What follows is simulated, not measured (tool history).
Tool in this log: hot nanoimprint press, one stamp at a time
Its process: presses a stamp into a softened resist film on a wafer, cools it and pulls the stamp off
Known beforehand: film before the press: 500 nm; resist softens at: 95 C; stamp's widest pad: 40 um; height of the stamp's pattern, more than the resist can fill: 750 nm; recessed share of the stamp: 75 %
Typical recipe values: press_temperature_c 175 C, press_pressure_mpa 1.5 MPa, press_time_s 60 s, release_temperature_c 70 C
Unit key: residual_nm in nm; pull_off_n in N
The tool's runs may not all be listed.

| run | hour | press_temperature_c | press_pressure_mpa | press_time_s | release_temperature_c | residual_nm | pull_off_n |
|---|---|---|---|---|---|---|---|
| 1 | 0 | 175 | 1.5 | 60 | 70 | 185 | 162 |
| 2 | 21.8 | 175 | 1.5 | 60 | 70 | 187.1 | 169 |
| 3 | 64.8 | 175 | 1.5 | 60 | 77 | 189.4 | 179 |
| 4 | 105.8 | 175 | 1.5 | 60 | 77 | 188.5 | 172 |
|  | 137.2 | stamp cleaned and given a new release coat |
| 5 | 142.9 | 175 | 1.48 | 60 | 70 | 190.6 | 128 |
| 6 | 168.5 | 168 | 1.5 | 60 | 70 | 267.6 | 137 |
| 7 | 205.4 | 175 | 1.05 | 60 | 70 | 223.5 | 138 |
| 8 | 233.1 | 175 | 1.5 | 60 | 62 | 194.1 | 154 |
| 9 | 259.9 | 175 | 1.5 | 60 | 62 | 194.1 | 164 |
|  | 273.9 | plate thermocouple calibrated |
| 10 | 311.9 | 175 | 1.02 | 64 | 62 | 217.6 | 175 |
| 11 | 363.7 | 175 | 1.02 | 64 | 62 | 217.1 | 178 |

Run 12 comes next. What will it give?
| 12 | 393.8 | 175 | 1.81 | 48 | 73 | ? | ? |

{"run 12": {"residual_nm": 192.6, "pull_off_n": 178}}
With no hidden state in the tool, this same run would have given residual_nm 182.5 nm, pull_off_n 124 N.

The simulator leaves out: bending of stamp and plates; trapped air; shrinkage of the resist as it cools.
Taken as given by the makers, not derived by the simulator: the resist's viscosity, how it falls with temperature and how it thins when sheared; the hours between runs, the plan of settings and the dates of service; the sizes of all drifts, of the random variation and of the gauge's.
